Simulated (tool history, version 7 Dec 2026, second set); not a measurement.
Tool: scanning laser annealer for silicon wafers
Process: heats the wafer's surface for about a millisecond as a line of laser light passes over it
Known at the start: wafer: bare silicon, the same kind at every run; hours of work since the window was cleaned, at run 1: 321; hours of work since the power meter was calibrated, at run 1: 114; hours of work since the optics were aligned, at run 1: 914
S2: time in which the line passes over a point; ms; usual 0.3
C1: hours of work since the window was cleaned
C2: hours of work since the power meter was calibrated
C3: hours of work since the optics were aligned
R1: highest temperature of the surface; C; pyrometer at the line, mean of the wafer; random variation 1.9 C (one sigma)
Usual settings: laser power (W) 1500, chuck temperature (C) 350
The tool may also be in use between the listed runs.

Run 1, hour 0: usual settings; C1 321; C2 114; C3 914. Result: R1 1126 C.
Run 2, hour 15.4: usual settings but laser power (W) 1425; C1 331; C2 123; C3 923. Result: R1 1075 C.
Run 3, hour 46.3: usual settings but laser power (W) 1491; C1 350; C2 142; C3 942. Result: R1 1119 C.
Run 4, hour 62.2: usual settings but S2 0.253 ms; C1 359; C2 152; C3 952. Result: R1 1055 C.
Run 5, hour 92.6: usual settings; C1 378; C2 171; C3 970. Result: R1 1123 C.
Run 6, hour 113.1: usual settings but S2 0.225 ms; C1 391; C2 183; C3 983. Result: R1 1009 C.
Run 7, hour 145.1: usual settings but S2 0.225 ms; C1 410; C2 203; C3 1003. Result: R1 1004 C.
Run 8, hour 172.5: usual settings but chuck temperature (C) 364; C1 427; C2 220; C3 1020. Result: R1 1136 C.
Run 9, hour 200.5: usual settings but chuck temperature (C) 364; C1 444; C2 237; C3 1037. Result: R1 1139 C.
Run 10, hour 223.8: usual settings but chuck temperature (C) 364; C1 459; C2 251; C3 1051. Result: R1 1135 C.
Run 11, hour 257: usual settings but chuck temperature (C) 364; C1 479; C2 272; C3 1072. Result: R1 1131 C.
Run 12, hour 277.9: usual settings but chuck temperature (C) 364; C1 492; C2 285; C3 1084. Result: R1 1133 C.
Run 13, hour 300.7: usual settings; C1 506; C2 299; C3 1098. Result: R1 1119 C.
Run 14, hour 327: usual settings but laser power (W) 1312; C1 522; C2 315; C3 1115. Result: R1 993 C.
Run 15, hour 350: usual settings but laser power (W) 1312, chuck temperature (C) 349; C1 536; C2 329; C3 1129. Result: R1 990 C.
Run 16, hour 382.2: usual settings but laser power (W) 1312, chuck temperature (C) 349; C1 556; C2 349; C3 1149. Result: R1 991 C.
Run 17, hour 402.5: usual settings but laser power (W) 1312, chuck temperature (C) 349; C1 569; C2 361; C3 1161. Result: R1 984 C.
At hour 409.6: optics aligned, line set to its width.
Run 18, hour 432.3: usual settings but laser power (W) 1341, S2 0.282 ms, chuck temperature (C) 349; C1 584; C2 377; C3 14. Result: R1 980 C.
Run 19, hour 464.9: usual settings but laser power (W) 1341, S2 0.348 ms, chuck temperature (C) 387; C1 604; C2 397; C3 34. Result: R1 1094 C.
Run 20, hour 493: usual settings but laser power (W) 1610, S2 0.313 ms, chuck temperature (C) 330; C1 621; C2 414; C3 51. Result: R1 1181 C.
At hour 504.4: optics aligned, line set to its width, once more.
Run 21, hour 530: usual settings but laser power (W) 1610, S2 0.313 ms, chuck temperature (C) 330; C1 641; C2 434; C3 16. Result: R1 1209 C.
Run 22, hour 560.1: usual settings but laser power (W) 1402, chuck temperature (C) 324; C1 659; C2 452; C3 34. Result: R1 1034 C.
Run 23, hour 579.3: usual settings but laser power (W) 1300, S2 0.28 ms; C1 671; C2 464; C3 46. Result: R1 966 C.
Run 24, hour 595.7: usual settings but laser power (W) 1300, S2 0.28 ms; C1 681; C2 474; C3 56. Result: R1 964 C.
Run 25, hour 611.9: usual settings but laser power (W) 1368, S2 0.237 ms; C1 691; C2 484; C3 66. Result: R1 951 C.
Run 26, hour 639.8: usual settings but laser power (W) 1368, S2 0.237 ms; C1 708; C2 501; C3 83. Result: R1 947 C.
Run 27, hour 668.2: usual settings but S2 0.292 ms; C1 726; C2 519; C3 101. Result: R1 1110 C.
Run 28, hour 700.4: usual settings but S2 0.292 ms; C1 746; C2 538; C3 121. Result: R1 1113 C.

The same runs without the tool's hidden state, with the same run-to-run variation:
The hidden state here: light that passes the window, % of a clean one's; laser's true power over the reading, %; width of the line over the set one, %; drift of the gauge itself on peak_c, C.
run    R1
  1  1156
  2  1104
  3  1151
  4  1085
  5  1156
  6  1037
  7  1034
  8  1171
  9  1176
 10  1173
 11  1169
 12  1172
 13  1159
 14  1027
 15  1024
 16  1027
 17  1020
 18  1023
 19  1144
 20  1242
 21  1241
 22  1062
 23   991
 24   989
 25   975
 26   972
 27  1143
 28  1146
